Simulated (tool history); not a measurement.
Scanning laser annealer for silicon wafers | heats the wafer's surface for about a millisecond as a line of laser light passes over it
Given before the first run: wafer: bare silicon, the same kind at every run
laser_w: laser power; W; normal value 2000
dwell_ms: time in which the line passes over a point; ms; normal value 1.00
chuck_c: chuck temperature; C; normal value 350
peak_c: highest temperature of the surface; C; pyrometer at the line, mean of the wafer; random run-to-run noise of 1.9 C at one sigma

{"run": 1, "day": 0.0, "laser_w": 2000, "dwell_ms": 1.0, "chuck_c": 350, "peak_c": 1121}
{"run": 2, "day": 1.079, "laser_w": 2000, "dwell_ms": 1.0, "chuck_c": 350, "peak_c": 1121}
{"run": 3, "day": 2.196, "laser_w": 2000, "dwell_ms": 1.0, "chuck_c": 350, "peak_c": 1122}
{"run": 4, "day": 2.75, "laser_w": 2000, "dwell_ms": 0.71, "chuck_c": 350, "peak_c": 1002}
{"run": 5, "day": 3.779, "laser_w": 2000, "dwell_ms": 0.71, "chuck_c": 350, "peak_c": 1004}
{"run": 6, "day": 4.708, "laser_w": 2000, "dwell_ms": 1.0, "chuck_c": 350, "peak_c": 1119}
{"run": 7, "day": 5.683, "laser_w": 2000, "dwell_ms": 1.0, "chuck_c": 350, "peak_c": 1116}
{"run": 8, "day": 6.683, "laser_w": 2000, "dwell_ms": 1.0, "chuck_c": 350, "peak_c": 1119}
{"run": 9, "day": 7.833, "laser_w": 2132, "dwell_ms": 0.81, "chuck_c": 359, "peak_c": 1110}
{"run": 10, "day": 8.696, "laser_w": 2132, "dwell_ms": 0.81, "chuck_c": 359, "peak_c": 1106}
{"run": 11, "day": 9.675, "laser_w": 1786, "dwell_ms": 1.0, "chuck_c": 319, "peak_c": 982}
{"run": 12, "day": 10.346, "laser_w": 1726, "dwell_ms": 1.0, "chuck_c": 350, "peak_c": 988}
{"run": 13, "day": 11.333, "laser_w": 1726, "dwell_ms": 1.0, "chuck_c": 336, "peak_c": 973}
{"run": 14, "day": 12.392, "laser_w": 2000, "dwell_ms": 1.0, "chuck_c": 319, "peak_c": 1083}
{"run": 15, "day": 12.996, "laser_w": 1846, "dwell_ms": 0.92, "chuck_c": 319, "peak_c": 983}
{"run": 16, "day": 14.054, "laser_w": 1834, "dwell_ms": 0.77, "chuck_c": 372, "peak_c": 973}

Below are 5 alternative next runs, each starting from the tool's condition after run 16. Predict each:
{"day": 14.846, "done": "window over the wafer cleaned"}
{"run": "A", "day": 15.217, "laser_w": 2155, "dwell_ms": 0.95, "chuck_c": 357, "peak_c": "?"}
{"day": 14.846, "done": "window over the wafer cleaned"}
{"run": "B", "day": 15.217, "laser_w": 2177, "dwell_ms": 1.1, "chuck_c": 380, "peak_c": "?"}
{"day": 14.846, "done": "window over the wafer cleaned"}
{"run": "C", "day": 15.217, "laser_w": 2000, "dwell_ms": 0.86, "chuck_c": 350, "peak_c": "?"}
{"day": 14.846, "done": "window over the wafer cleaned"}
{"run": "D", "day": 15.217, "laser_w": 2156, "dwell_ms": 0.77, "chuck_c": 345, "peak_c": "?"}
{"day": 14.846, "done": "window over the wafer cleaned"}
{"run": "E", "day": 15.217, "laser_w": 1833, "dwell_ms": 1.09, "chuck_c": 320, "peak_c": "?"}

run=A peak_c=1193
run=B peak_c=1287
run=C peak_c=1074
run=D peak_c=1096
run=E peak_c=1049
Stripped of hidden state, with their random variation kept, the same runs would have yielded:
run=A peak_c=1203
run=B peak_c=1298
run=C peak_c=1083
run=D peak_c=1105
run=E peak_c=1059
